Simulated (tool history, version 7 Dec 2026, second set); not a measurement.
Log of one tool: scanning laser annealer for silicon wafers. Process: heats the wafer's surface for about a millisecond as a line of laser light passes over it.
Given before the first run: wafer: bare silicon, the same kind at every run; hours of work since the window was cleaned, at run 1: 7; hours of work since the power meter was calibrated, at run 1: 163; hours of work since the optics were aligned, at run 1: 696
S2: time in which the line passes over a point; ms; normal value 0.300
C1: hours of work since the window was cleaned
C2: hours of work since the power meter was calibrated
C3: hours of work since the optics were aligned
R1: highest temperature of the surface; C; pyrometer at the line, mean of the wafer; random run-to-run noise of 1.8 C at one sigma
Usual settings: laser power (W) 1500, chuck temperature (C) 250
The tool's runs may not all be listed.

run 1 day=0.000 | laser_power_(W)=1500 S2=0.300 chuck_temperature_(C)=250 | C1=7 C2=163 C3=696 | R1=953
run 2 day=0.292 | laser_power_(W)=1500 S2=0.300 chuck_temperature_(C)=250 | C1=12 C2=168 C3=701 | R1=955
run 3 day=0.525 | laser_power_(W)=1500 S2=0.300 chuck_temperature_(C)=250 | C1=16 C2=172 C3=705 | R1=951
run 4 day=0.892 | laser_power_(W)=1500 S2=0.300 chuck_temperature_(C)=250 | C1=23 C2=178 C3=711 | R1=951
run 5 day=1.162 | laser_power_(W)=1500 S2=0.300 chuck_temperature_(C)=250 | C1=27 C2=183 C3=716 | R1=953
run 6 day=1.521 | laser_power_(W)=1500 S2=0.300 chuck_temperature_(C)=250 | C1=34 C2=189 C3=722 | R1=951
run 7 day=1.688 | laser_power_(W)=1500 S2=0.300 chuck_temperature_(C)=250 | C1=37 C2=192 C3=725 | R1=951
run 8 day=2.021 | laser_power_(W)=1500 S2=0.300 chuck_temperature_(C)=250 | C1=42 C2=198 C3=731 | R1=952
run 9 day=2.242 | laser_power_(W)=1500 S2=0.300 chuck_temperature_(C)=273 | C1=46 C2=202 C3=735 | R1=977
run 10 day=2.425 | laser_power_(W)=1500 S2=0.300 chuck_temperature_(C)=273 | C1=49 C2=205 C3=738 | R1=973
run 11 day=2.800 | laser_power_(W)=1500 S2=0.300 chuck_temperature_(C)=273 | C1=56 C2=211 C3=744 | R1=979
run 12 day=2.971 | laser_power_(W)=1500 S2=0.271 chuck_temperature_(C)=250 | C1=59 C2=214 C3=747 | R1=922
run 13 day=3.217 | laser_power_(W)=1402 S2=0.300 chuck_temperature_(C)=264 | C1=63 C2=218 C3=752 | R1=908
run 14 day=3.392 | laser_power_(W)=1553 S2=0.220 chuck_temperature_(C)=250 | C1=66 C2=221 C3=755 | R1=888
run 15 day=3.775 | laser_power_(W)=1500 S2=0.305 chuck_temperature_(C)=250 | C1=73 C2=228 C3=761 | R1=961
run 16 day=3.938 | laser_power_(W)=1500 S2=0.305 chuck_temperature_(C)=250 | C1=75 C2=231 C3=764 | R1=957
run 17 day=4.150 | laser_power_(W)=1500 S2=0.305 chuck_temperature_(C)=250 | C1=79 C2=235 C3=768 | R1=958
run 18 day=4.342 | laser_power_(W)=1514 S2=0.305 chuck_temperature_(C)=241 | C1=83 C2=238 C3=771 | R1=960
run 19 day=4.679 | laser_power_(W)=1595 S2=0.350 chuck_temperature_(C)=241 | C1=88 C2=244 C3=777 | R1=1058
run 20 day=5.042 | laser_power_(W)=1595 S2=0.350 chuck_temperature_(C)=241 | C1=95 C2=250 C3=783 | R1=1055
run 21 day=5.304 | laser_power_(W)=1595 S2=0.350 chuck_temperature_(C)=241 | C1=99 C2=255 C3=788 | R1=1053
run 22 day=5.533 | laser_power_(W)=1597 S2=0.300 chuck_temperature_(C)=216 | C1=103 C2=259 C3=792 | R1=975
run 23 day=5.700 | laser_power_(W)=1597 S2=0.300 chuck_temperature_(C)=216 | C1=106 C2=261 C3=795 | R1=976

5 options for the next run, each taken on its own from the tool as it stands now. Forecast them:
run A day=6.029 | laser_power_(W)=1597 S2=0.247 chuck_temperature_(C)=235 | C1=112 C2=267 C3=800 | R1=?
run B day=6.029 | laser_power_(W)=1579 S2=0.352 chuck_temperature_(C)=249 | C1=112 C2=267 C3=800 | R1=?
run C day=6.029 | laser_power_(W)=1500 S2=0.287 chuck_temperature_(C)=241 | C1=112 C2=267 C3=800 | R1=?
run D day=6.029 | laser_power_(W)=1500 S2=0.292 chuck_temperature_(C)=262 | C1=112 C2=267 C3=800 | R1=?
run E day=6.029 | laser_power_(W)=1597 S2=0.301 chuck_temperature_(C)=229 | C1=112 C2=267 C3=800 | R1=?

run=A R1=930
run=B R1=1059
run=C R1=933
run=D R1=958
run=E R1=988
With the hidden condition removed and each run's random variation left untouched, the same runs would have given:
run=A R1=930
run=B R1=1059
run=C R1=933
run=D R1=959
run=E R1=988
